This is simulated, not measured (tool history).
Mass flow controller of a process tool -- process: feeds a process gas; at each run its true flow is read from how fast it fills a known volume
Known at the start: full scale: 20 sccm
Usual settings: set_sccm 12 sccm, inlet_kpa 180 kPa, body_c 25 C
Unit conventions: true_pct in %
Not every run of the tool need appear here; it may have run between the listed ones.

run,hour,set_sccm,inlet_kpa,body_c,true_pct
1,0,12,180,25,99.19
2,106.9,12,180,26,99.16
3,223.8,5,180,25,98.21
4,273.9,5,180,25,98.17
5,341.1,5,180,25,98.21
6,431.8,12,180,25,99.02
7,504.5,12,180,25,99.31
8,579.6,19,180,25,100
9,630.6,19,157,25,100.17
10,743.7,19,157,25,100.21
11,861.6,19,157,25,100.29
12,922.2,19,157,25,100.22
13,998.2,19,157,25,100.19
14,1084.8,19,157,25,100.21
15,1169.8,19,157,25,100.25
16,1275.4,12,180,25,99.16
17,1351.6,12,152,25,99.38
18,1456.7,12,152,25,99.33
19,1555.6,12,152,25,99.32
20,1617.9,12,187,25,99.02
21,1705.7,12,180,25,99.1
22,1816.6,7,180,25,98.55
23,1894.8,7,180,25,98.59
24,1994.4,12,180,28,99.04
25,2094.7,18,205,25,99.78
26,2214.4,12,180,35,98.77
27,2265.1,12,180,35,98.71
28,2358.8,8,180,25,98.62
29,2463.3,8,180,25,98.54
30,2565.4,12,151,38,98.96
31,2653.6,12,151,38,99.05
32,2706.9,12,202,22,99
33,2811.6,12,202,22,99.14
34,2908.2,15,202,20,99.54
35,2994.8,2,180,29,97.77
36,3092.4,3,175,25,98.08
37,3208.5,16,214,39,99.02
38,3287.2,5,228,25,97.9
39,3359.1,6,228,25,97.96
40,3470.5,11,155,29,99
41,3519.7,5,243,22,97.91
42,3582.6,5,243,22,97.89
43,3644,5,243,22,97.77
44,3765,4,253,22,97.62
45,3852.4,4,253,22,97.71
46,3953.4,12,197,25,99.08
47,4057.9,3,199,24,97.82
48,4118,3,199,24,97.98

What if the next run were any one of these 4? Each begins from the tool's condition after run 48:
A,4195.4,15,156,24,?
B,4195.4,2,210,25,?
C,4195.4,3,198,29,?
D,4195.4,4,204,20,?

run,true_pct
A,99.67
B,97.57
C,97.82
D,97.97
Stripped of hidden state, with their random variation kept, the same runs would have yielded:
run,true_pct
A,99.68
B,97.59
C,97.84
D,97.98
